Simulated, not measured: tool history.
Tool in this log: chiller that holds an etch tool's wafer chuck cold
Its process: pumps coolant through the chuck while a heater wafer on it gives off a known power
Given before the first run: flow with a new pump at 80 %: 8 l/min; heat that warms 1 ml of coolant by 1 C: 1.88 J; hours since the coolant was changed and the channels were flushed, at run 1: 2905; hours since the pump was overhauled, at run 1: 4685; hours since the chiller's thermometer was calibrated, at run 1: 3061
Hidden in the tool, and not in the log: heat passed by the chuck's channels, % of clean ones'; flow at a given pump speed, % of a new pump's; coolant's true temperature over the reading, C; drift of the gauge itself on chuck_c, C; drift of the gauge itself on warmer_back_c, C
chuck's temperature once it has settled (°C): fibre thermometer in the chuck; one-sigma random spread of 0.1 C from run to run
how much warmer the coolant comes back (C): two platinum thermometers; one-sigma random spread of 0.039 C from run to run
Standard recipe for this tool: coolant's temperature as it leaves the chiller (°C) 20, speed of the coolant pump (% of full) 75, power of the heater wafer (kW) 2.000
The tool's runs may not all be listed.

| run | hour | coolant's temperature as it leaves the chiller (°C) | speed of the coolant pump (% of full) | power of the heater wafer (kW) | hours since the coolant was changed and the channels were flushed | hours since the pump was overhauled | hours since the chiller's thermometer was calibrated | chuck's temperature once it has settled (°C) | how much warmer the coolant comes back (C) |
|---|---|---|---|---|---|---|---|---|---|
| 1 | 0.0 | 20 | 75 | 2.000 | 2905 | 4685 | 3061 | 39.7 | 8.60 |
| 2 | 142.3 | 11 | 75 | 2.000 | 3048 | 4828 | 3203 | 30.6 | 8.50 |
| 3 | 270.1 | 11 | 75 | 2.000 | 3176 | 4955 | 3331 | 30.6 | 8.58 |
| 4 | 352.7 | 11 | 75 | 2.000 | 3258 | 5038 | 3413 | 30.6 | 8.59 |
|  | 427.7 | chiller's thermometer calibrated |
| 5 | 495.0 | 11 | 75 | 2.000 | 3399 | 5179 | 67 | 30.5 | 8.47 |
| 6 | 604.7 | 11 | 75 | 2.000 | 3509 | 5289 | 177 | 30.5 | 8.56 |
| 7 | 723.6 | 20 | 100 | 2.000 | 3628 | 5408 | 296 | 36.1 | 6.35 |
| 8 | 849.7 | 15 | 75 | 2.000 | 3754 | 5534 | 422 | 34.6 | 8.56 |
| 9 | 918.2 | 15 | 75 | 2.000 | 3823 | 5602 | 490 | 34.4 | 8.55 |
| 10 | 1056.2 | 15 | 75 | 2.000 | 3961 | 5740 | 628 | 34.4 | 8.51 |
| 11 | 1199.8 | 20 | 75 | 2.000 | 4104 | 5884 | 772 | 39.5 | 8.47 |
| 12 | 1333.1 | 21 | 75 | 2.000 | 4238 | 6017 | 905 | 40.4 | 8.58 |
| 13 | 1455.8 | 21 | 75 | 2.000 | 4360 | 6140 | 1028 | 40.4 | 8.57 |
| 14 | 1614.6 | 14 | 75 | 2.000 | 4519 | 6299 | 1187 | 33.6 | 8.46 |
| 15 | 1768.1 | 14 | 75 | 2.000 | 4673 | 6452 | 1340 | 33.6 | 8.51 |
| 16 | 1856.0 | 14 | 75 | 1.966 | 4760 | 6540 | 1428 | 33.2 | 8.41 |
| 17 | 1947.2 | 13 | 75 | 1.966 | 4852 | 6631 | 1519 | 32.3 | 8.38 |
| 18 | 2056.8 | 15 | 62 | 2.000 | 4961 | 6741 | 1629 | 37.3 | 10.44 |
| 19 | 2144.5 | 15 | 62 | 2.000 | 5049 | 6829 | 1717 | 37.1 | 10.44 |
| 20 | 2257.0 | 15 | 76 | 1.819 | 5162 | 6941 | 1829 | 32.5 | 7.66 |
| 21 | 2393.6 | 10 | 87 | 1.552 | 5298 | 7078 | 1966 | 23.6 | 5.72 |
| 22 | 2539.1 | 10 | 87 | 1.552 | 5444 | 7223 | 2111 | 23.8 | 5.64 |
|  | 2576.9 | coolant changed, channels flushed |
| 23 | 2660.5 | 10 | 87 | 1.552 | 84 | 7339 | 2227 | 23.6 | 5.61 |
| 24 | 2778.1 | 10 | 87 | 2.848 | 201 | 7456 | 2344 | 35.4 | 10.32 |
| 25 | 2912.7 | 11 | 60 | 1.316 | 336 | 7591 | 2479 | 25.9 | 7.12 |
| 26 | 3011.4 | 20 | 84 | 2.000 | 434 | 7690 | 2578 | 38.1 | 7.60 |
| 27 | 3118.4 | 21 | 84 | 2.000 | 542 | 7797 | 2685 | 39.2 | 7.58 |
| 28 | 3280.0 | 21 | 99 | 2.000 | 703 | 7958 | 2846 | 37.2 | 6.35 |
| 29 | 3368.6 | 15 | 75 | 2.000 | 792 | 8047 | 2935 | 34.5 | 8.52 |
| 30 | 3478.9 | 20 | 65 | 2.000 | 902 | 8157 | 3045 | 41.5 | 9.94 |
| 31 | 3545.9 | 20 | 65 | 2.000 | 969 | 8224 | 3112 | 41.6 | 9.91 |
| 32 | 3631.2 | 20 | 65 | 2.000 | 1054 | 8309 | 3197 | 41.5 | 9.93 |

Below are 4 alternative next runs, each starting from the tool's condition after run 32. Predict each:
| A | 3718.3 | 22 | 75 | 1.145 | 1141 | 8397 | 3285 | ? | ? |
| B | 3718.3 | 24 | 70 | 2.382 | 1141 | 8397 | 3285 | ? | ? |
| C | 3718.3 | 12 | 65 | 2.000 | 1141 | 8397 | 3285 | ? | ? |
| D | 3718.3 | 16 | 92 | 2.000 | 1141 | 8397 | 3285 | ? | ? |

| run | chuck's temperature once it has settled (°C) | how much warmer the coolant comes back (C) |
|---|---|---|
| A | 33.2 | 4.85 |
| B | 48.4 | 10.92 |
| C | 33.6 | 9.88 |
| D | 33.1 | 6.86 |
The same runs, with their run-to-run variation unchanged, on a tool lacking any hidden condition would have given:
| run | chuck's temperature once it has settled (°C) | how much warmer the coolant comes back (C) |
|---|---|---|
| A | 33.2 | 4.84 |
| B | 48.3 | 10.90 |
| C | 33.6 | 9.86 |
| D | 33.1 | 6.85 |
